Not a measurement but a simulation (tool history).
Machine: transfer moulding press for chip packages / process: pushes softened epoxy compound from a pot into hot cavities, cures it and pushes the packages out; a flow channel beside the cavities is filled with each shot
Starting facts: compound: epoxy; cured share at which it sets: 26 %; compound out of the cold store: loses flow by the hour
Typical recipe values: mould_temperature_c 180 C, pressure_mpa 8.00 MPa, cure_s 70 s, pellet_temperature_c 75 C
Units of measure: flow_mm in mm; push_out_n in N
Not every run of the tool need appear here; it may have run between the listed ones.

| run | hour | mould_temperature_c | pressure_mpa | cure_s | pellet_temperature_c | incoming compound's hours out of the cold store | flow_mm | push_out_n |
|---|---|---|---|---|---|---|---|---|
| 1 | 0.0 | 180 | 8.00 | 70 | 75 | 21.7 | 930 | 367 |
| 2 | 17.8 | 180 | 7.02 | 70 | 75 | 28.1 | 837 | 405 |
| 3 | 36.4 | 180 | 8.00 | 70 | 75 | 38.4 | 873 | 432 |
|  | 55.2 | cavities cleaned with cleaning compound and waxed |
| 4 | 65.1 | 180 | 8.00 | 70 | 75 | 46.2 | 859 | 370 |
| 5 | 104.4 | 180 | 8.00 | 54 | 75 | 29.6 | 900 | 893 |
|  | 113.3 | cavities cleaned with cleaning compound and waxed |
| 6 | 133.6 | 180 | 8.00 | 54 | 75 | 15.5 | 929 | 814 |
| 7 | 163.2 | 180 | 8.00 | 54 | 75 | 20.8 | 915 | 913 |
|  | 171.6 | cavities cleaned with cleaning compound and waxed |
| 8 | 204.3 | 180 | 8.00 | 54 | 75 | 15.0 | 940 | 889 |
| 9 | 221.4 | 180 | 6.25 | 70 | 75 | 26.8 | 791 | 449 |
|  | 231.3 | cavities cleaned with cleaning compound and waxed |
| 10 | 249.8 | 180 | 6.25 | 70 | 75 | 44.3 | 762 | 405 |
| 11 | 277.8 | 180 | 6.25 | 70 | 75 | 33.1 | 780 | 447 |
|  | 289.3 | cavities cleaned with cleaning compound and waxed |
| 12 | 302.0 | 180 | 8.00 | 70 | 75 | 28.6 | 892 | 406 |
| 13 | 335.6 | 180 | 8.00 | 70 | 75 | 27.9 | 891 | 440 |
|  | 348.1 | cavities cleaned with cleaning compound and waxed |
| 14 | 362.8 | 175 | 8.00 | 70 | 75 | 39.6 | 877 | 592 |
| 15 | 394.2 | 180 | 8.94 | 82 | 75 | 33.5 | 923 | 364 |
|  | 406.3 | cavities cleaned with cleaning compound and waxed |
| 16 | 418.5 | 180 | 8.94 | 82 | 75 | 35.6 | 918 | 319 |
| 17 | 449.6 | 183 | 8.94 | 82 | 75 | 8.0 | 985 | 340 |
|  | 465.1 | cavities cleaned with cleaning compound and waxed |
| 18 | 483.5 | 180 | 8.94 | 94 | 75 | 34.6 | 917 | 295 |
| 19 | 513.2 | 180 | 8.94 | 94 | 75 | 11.0 | 967 | 333 |
|  | 523.4 | cavities cleaned with cleaning compound and waxed |
|  | 537.5 | plunger's sealing rings changed |
| 20 | 539.0 | 180 | 8.94 | 94 | 75 | 24.0 | 973 | 293 |
| 21 | 568.2 | 176 | 8.00 | 81 | 75 | 41.4 | 893 | 429 |
|  | 583.1 | cavities cleaned with cleaning compound and waxed |
| 22 | 598.2 | 176 | 8.00 | 81 | 75 | 33.6 | 905 | 393 |
| 23 | 624.8 | 179 | 8.00 | 70 | 75 | 31.4 | 893 | 480 |
|  | 642.7 | cavities cleaned with cleaning compound and waxed |
| 24 | 659.8 | 179 | 8.00 | 70 | 75 | 36.5 | 879 | 422 |
| 25 | 697.2 | 180 | 8.00 | 70 | 71 | 44.4 | 857 | 475 |
|  | 700.5 | cavities cleaned with cleaning compound and waxed |
| 26 | 719.5 | 180 | 9.89 | 70 | 75 | 19.1 | 1029 | 435 |
|  | 759.7 | cavities cleaned with cleaning compound and waxed |
| 27 | 761.3 | 180 | 7.18 | 70 | 84 | 38.5 | 822 | 368 |

Predict each of these 3 candidate next runs independently; none follows another, all start after run 27:
| A | 798.9 | 180 | 6.78 | 90 | 84 | 22.8 | ? | ? |
| B | 798.9 | 173 | 8.07 | 70 | 84 | 45.0 | ? | ? |
| C | 798.9 | 180 | 9.31 | 95 | 78 | 21.6 | ? | ? |

| run | flow_mm | push_out_n |
|---|---|---|
| A | 842 | 339 |
| B | 885 | 693 |
| C | 991 | 311 |
Had the tool no hidden state, the same runs would have come out as:
| run | flow_mm | push_out_n |
|---|---|---|
| A | 854 | 275 |
| B | 898 | 546 |
| C | 1005 | 252 |

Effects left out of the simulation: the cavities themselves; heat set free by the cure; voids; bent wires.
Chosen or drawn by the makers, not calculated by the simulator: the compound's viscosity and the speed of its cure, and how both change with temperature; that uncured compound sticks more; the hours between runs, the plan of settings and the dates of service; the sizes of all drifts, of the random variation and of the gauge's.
